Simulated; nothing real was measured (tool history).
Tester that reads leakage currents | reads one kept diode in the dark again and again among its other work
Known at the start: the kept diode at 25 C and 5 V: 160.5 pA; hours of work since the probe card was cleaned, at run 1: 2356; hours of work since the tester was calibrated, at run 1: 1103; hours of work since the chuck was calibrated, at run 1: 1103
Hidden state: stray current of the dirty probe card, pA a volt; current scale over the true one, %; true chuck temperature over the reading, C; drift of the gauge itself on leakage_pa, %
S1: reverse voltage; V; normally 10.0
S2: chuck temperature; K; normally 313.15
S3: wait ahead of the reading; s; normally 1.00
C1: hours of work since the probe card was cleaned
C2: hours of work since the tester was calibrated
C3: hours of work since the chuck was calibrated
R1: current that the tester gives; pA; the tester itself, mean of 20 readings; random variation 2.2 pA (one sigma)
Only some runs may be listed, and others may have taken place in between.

| run | day | S1 | S2 | S3 | C1 | C2 | C3 | R1 |
|---|---|---|---|---|---|---|---|---|
| 1 | 0.000 | 10.0 | 313.15 | 1.00 | 2356 | 1103 | 1103 | 851.70 |
| 2 | 9.954 | 10.0 | 313.15 | 1.00 | 2540 | 1287 | 1287 | 865.86 |
|  | 14.154 | probe card cleaned and baked |
| 3 | 18.538 | 1.0 | 313.15 | 1.00 | 81 | 1443 | 1443 | 324.10 |
| 4 | 23.754 | 10.0 | 308.15 | 1.00 | 177 | 1539 | 1539 | 590.88 |
| 5 | 31.204 | 9.6 | 308.15 | 1.00 | 315 | 1677 | 1677 | 592.81 |
|  | 36.171 | chuck's temperature calibrated |
| 6 | 38.108 | 5.2 | 308.15 | 1.00 | 441 | 1803 | 36 | 379.06 |
| 7 | 45.225 | 5.2 | 308.15 | 0.86 | 572 | 1934 | 167 | 386.21 |
| 8 | 49.592 | 5.2 | 308.15 | 0.86 | 653 | 2015 | 248 | 390.12 |
| 9 | 60.054 | 4.7 | 308.15 | 0.86 | 846 | 2208 | 441 | 381.22 |
|  | 60.612 | tester calibrated |
| 10 | 70.488 | 4.7 | 308.15 | 0.86 | 1037 | 182 | 632 | 391.19 |
| 11 | 79.646 | 4.7 | 308.15 | 0.86 | 1206 | 351 | 801 | 395.64 |
| 12 | 84.567 | 1.3 | 310.15 | 0.51 | 1297 | 442 | 892 | 270.11 |
| 13 | 94.642 | 5.5 | 313.15 | 4.25 | 1483 | 628 | 1078 | 643.55 |
| 14 | 101.821 | 7.1 | 313.15 | 0.42 | 1615 | 761 | 1210 | 730.98 |
| 15 | 106.271 | 10.2 | 293.15 | 0.66 | 1697 | 843 | 1293 | 176.24 |
|  | 108.188 | tester calibrated, once more |
| 16 | 115.662 | 10.2 | 293.15 | 0.66 | 1869 | 138 | 1464 | 177.36 |
| 17 | 124.408 | 2.9 | 308.15 | 2.42 | 2031 | 299 | 1626 | 345.18 |
| 18 | 130.092 | 12.0 | 318.15 | 0.76 | 2136 | 404 | 1731 | 1378.01 |

Branching from run 18: 5 alternative next runs. What would each branch give?
|  | 131.696 | chuck's temperature calibrated |
| A | 140.700 | 6.1 | 318.15 | 1.92 | 2330 | 599 | 166 | ? |
|  | 131.696 | chuck's temperature calibrated |
| B | 140.700 | 2.7 | 331.15 | 6.66 | 2330 | 599 | 166 | ? |
|  | 131.696 | chuck's temperature calibrated |
| C | 140.700 | 8.2 | 302.15 | 7.03 | 2330 | 599 | 166 | ? |
|  | 131.696 | chuck's temperature calibrated |
| D | 140.700 | 15.9 | 318.15 | 0.76 | 2330 | 599 | 166 | ? |
|  | 131.696 | chuck's temperature calibrated |
| E | 140.700 | 1.0 | 319.15 | 3.81 | 2330 | 599 | 166 | ? |

| run | R1 |
|---|---|
| A | 906.85 |
| B | 1634.95 |
| C | 296.95 |
| D | 1374.06 |
| E | 448.96 |
The same runs, with their run-to-run variation unchanged, on a tool lacking any hidden condition would have given:
| run | R1 |
|---|---|
| A | 876.07 |
| B | 1594.74 |
| C | 276.84 |
| D | 1317.34 |
| E | 436.85 |
